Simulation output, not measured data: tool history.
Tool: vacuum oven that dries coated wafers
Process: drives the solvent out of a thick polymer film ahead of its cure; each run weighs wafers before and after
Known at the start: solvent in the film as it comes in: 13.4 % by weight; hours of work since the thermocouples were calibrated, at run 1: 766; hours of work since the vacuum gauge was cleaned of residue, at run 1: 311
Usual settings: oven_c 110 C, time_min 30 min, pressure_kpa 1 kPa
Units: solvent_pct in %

| run | hour | oven_c | time_min | pressure_kpa | hours of work since the thermocouples were calibrated | hours of work since the vacuum gauge was cleaned of residue | solvent_pct |
|---|---|---|---|---|---|---|---|
| 1 | 0 | 110 | 30 | 1 | 766 | 311 | 3.59 |
| 2 | 6.2 | 110 | 30 | 1 | 769 | 315 | 3.68 |
| 3 | 14 | 110 | 37 | 1 | 774 | 319 | 2.76 |
| 4 | 28 | 110 | 30 | 1 | 782 | 327 | 3.65 |
| 5 | 41.2 | 100 | 30 | 1 | 790 | 335 | 6.2 |
| 6 | 49.8 | 100 | 30 | 1 | 795 | 340 | 6.05 |
| 7 | 57.2 | 100 | 30 | 1 | 800 | 345 | 6.05 |
| 8 | 65.4 | 100 | 30 | 1 | 804 | 350 | 6.16 |
| 9 | 80.4 | 100 | 30 | 1 | 813 | 358 | 6.15 |
| 10 | 94.8 | 100 | 30 | 1 | 822 | 367 | 6.09 |
| 11 | 103.9 | 100 | 30 | 1 | 827 | 372 | 6.09 |
| 12 | 112.5 | 100 | 30 | 1 | 832 | 377 | 6.07 |
| 13 | 118.8 | 110 | 30 | 0.73 | 836 | 381 | 3.29 |
| 14 | 129.7 | 110 | 30 | 0.73 | 842 | 388 | 3.3 |
| 15 | 142.1 | 110 | 30 | 0.73 | 850 | 395 | 3.23 |
| 16 | 148.6 | 110 | 30 | 0.73 | 853 | 399 | 3.37 |
| 17 | 156.2 | 124 | 26 | 0.67 | 858 | 403 | 1.2 |
| 18 | 167.3 | 116 | 26 | 0.57 | 865 | 410 | 2.41 |
| 19 | 177.8 | 116 | 26 | 0.57 | 871 | 416 | 2.38 |
| 20 | 184.4 | 116 | 26 | 0.57 | 875 | 420 | 2.31 |
| 21 | 196.5 | 101 | 16 | 1 | 882 | 427 | 7.79 |
| 22 | 207.6 | 106 | 15 | 1 | 888 | 434 | 6.85 |
| 23 | 221.2 | 124 | 30 | 2.5 | 896 | 442 | 2.16 |
| 24 | 232.6 | 100 | 42 | 0.69 | 903 | 448 | 4.62 |
| 25 | 245.4 | 101 | 16 | 0.71 | 911 | 456 | 7.72 |
| 26 | 253.7 | 122 | 30 | 1.13 | 916 | 461 | 1.53 |
| 27 | 260.9 | 122 | 30 | 1.13 | 920 | 465 | 1.4 |
| 28 | 273.3 | 122 | 30 | 1.13 | 927 | 472 | 1.49 |
| 29 | 283.1 | 118 | 28 | 1.3 | 933 | 478 | 2.32 |
| 30 | 290.2 | 96 | 26 | 1 | 937 | 482 | 7.66 |

Forecast each of these 4 alternatives for the next run:
| A | 298.2 | 96 | 26 | 0.8 | 942 | 487 | ? |
| B | 298.2 | 104 | 30 | 2.08 | 942 | 487 | ? |
| C | 298.2 | 96 | 26 | 2.78 | 942 | 487 | ? |
| D | 298.2 | 116 | 16 | 1 | 942 | 487 | ? |

| run | solvent_pct |
|---|---|
| A | 7.31 |
| B | 6.11 |
| C | 9.28 |
| D | 4.37 |
Without the tool's hidden state the same runs would have given:
| run | solvent_pct |
|---|---|
| A | 7.3 |
| B | 6.1 |
| C | 9.27 |
| D | 4.36 |
